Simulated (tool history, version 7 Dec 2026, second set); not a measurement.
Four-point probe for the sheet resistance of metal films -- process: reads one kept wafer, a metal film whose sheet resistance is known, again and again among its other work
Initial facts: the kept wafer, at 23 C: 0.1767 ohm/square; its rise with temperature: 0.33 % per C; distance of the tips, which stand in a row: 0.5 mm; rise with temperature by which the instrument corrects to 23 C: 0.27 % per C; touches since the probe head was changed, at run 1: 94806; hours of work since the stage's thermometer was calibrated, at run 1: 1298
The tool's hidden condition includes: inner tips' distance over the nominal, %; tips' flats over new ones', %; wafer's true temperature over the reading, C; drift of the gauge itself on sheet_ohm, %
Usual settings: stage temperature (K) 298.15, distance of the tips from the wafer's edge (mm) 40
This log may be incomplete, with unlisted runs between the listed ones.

run    hour  stage temperature (K)  distance of the tips from the wafer's edge (mm)  touches since the probe head was changed  hours of work since the stage's thermometer was calibrated  sheet resistance as the instrument gives it (ohm/square)
  1     0.0                 298.15                                               40                                     94806                                                        1298                                                  0.177641
  2    81.2                 298.15                                               40                                     97081                                                        1341                                                  0.177731
  3   151.2                 298.15                                                7                                     99042                                                        1378                                                  0.178231
  4   281.2                 298.15                                                7                                    102683                                                        1446                                                  0.178294
  5   391.7                 298.15                                                7                                    105780                                                        1504                                                  0.178326
  6   478.7                 298.15                                                7                                    108216                                                        1549                                                  0.178388
  7   567.9                 298.15                                                7                                    110717                                                        1596                                                  0.178460
  8   688.1                 298.15                                                7                                    114082                                                        1659                                                  0.178479
      806.5  -- stage's thermometer calibrated
  9   822.2                 298.15                                                7                                    117826                                                           8                                                  0.178150
 10   906.4                 298.15                                                7                                    120187                                                          52                                                  0.178232
 11   975.9                 301.15                                                7                                    122133                                                          89                                                  0.178592
 12  1108.9                 301.15                                                7                                    125858                                                         158                                                  0.178664
 13  1214.7                 301.15                                               50                                    128822                                                         214                                                  0.178276
 14  1342.0                 301.15                                               50                                    132389                                                         281                                                  0.178332
 15  1449.0                 301.15                                               50                                    135387                                                         337                                                  0.178411
 16  1547.9                 295.15                                               50                                    138159                                                         389                                                  0.177773
 17  1674.7                 295.15                                               34                                    141711                                                         455                                                  0.177750
 18  1781.5                 298.15                                               40                                    144703                                                         511                                                  0.178262
 19  1843.6                 296.15                                               40                                    146444                                                         544                                                  0.178000
 20  1911.5                 298.15                                               35                                    148344                                                         579                                                  0.178321
 21  1991.9                 298.15                                               35                                    150598                                                         621                                                  0.178320
 22  2083.7                 298.15                                                5                                    153168                                                         670                                                  0.179331
 23  2207.0                 298.15                                                5                                    156622                                                         734                                                  0.179356
 24  2295.7                 298.15                                                5                                    159108                                                         781                                                  0.179388
     2305.8  -- new probe head fitted
 25  2420.2                 298.15                                                4                                      3205                                                         845                                                  0.177163
 26  2540.2                 298.15                                                4                                      6567                                                         908                                                  0.177293
 27  2658.1                 298.15                                                4                                      9869                                                         970                                                  0.177310
 28  2784.0                 292.15                                                5                                     13398                                                        1036                                                  0.176204
 29  2894.6                 292.15                                                5                                     16494                                                        1094                                                  0.176191
 30  2955.6                 292.15                                                5                                     18205                                                        1126                                                  0.176220
 31  3085.4                 292.15                                                5                                     21842                                                        1194                                                  0.176255
 32  3183.7                 306.15                                                4                                     24593                                                        1246                                                  0.178516
 33  3311.1                 294.15                                               19                                     28164                                                        1312                                                  0.175751
 34  3407.2                 292.15                                                6                                     30856                                                        1363                                                  0.176158
 35  3527.5                 301.15                                               15                                     34227                                                        1426                                                  0.176773
 36  3619.7                 301.15                                               15                                     36810                                                        1474                                                  0.176784
 37  3747.7                 301.15                                               15                                     40394                                                        1541                                                  0.176895
 38  3828.3                 299.15                                               15                                     42655                                                        1584                                                  0.176698
 39  3900.5                 299.15                                               15                                     44678                                                        1621                                                  0.176678
 40  4034.2                 299.15                                                7                                     48423                                                        1691                                                  0.177141
     4090.4  -- stage's thermometer calibrated
 41  4132.6                 306.15                                               53                                     51166                                                          22                                                  0.177157
 42  4243.2                 292.15                                                4                                     54265                                                          80                                                  0.177036
 43  4354.6                 295.15                                                5                                     57386                                                         139                                                  0.177037
 44  4438.9                 297.15                                                8                                     59746                                                         183                                                  0.176656

Each row is a separate what-if for the run after 44, all from the same tool condition, not one after another. Results?
  A  4515.3                 292.15                                               12                                     61888                                                         223                                                         ?
  B  4515.3                 301.15                                               21                                     61888                                                         223                                                         ?
  C  4515.3                 308.15                                               38                                     61888                                                         223                                                         ?

run  sheet resistance as the instrument gives it (ohm/square)
  A                                                  0.175881
  B                                                  0.176836
  C                                                  0.177643
What these runs would have given with no unlogged condition in the tool:
run  sheet resistance as the instrument gives it (ohm/square)
  A                                                  0.176381
  B                                                  0.177339
  C                                                  0.178150
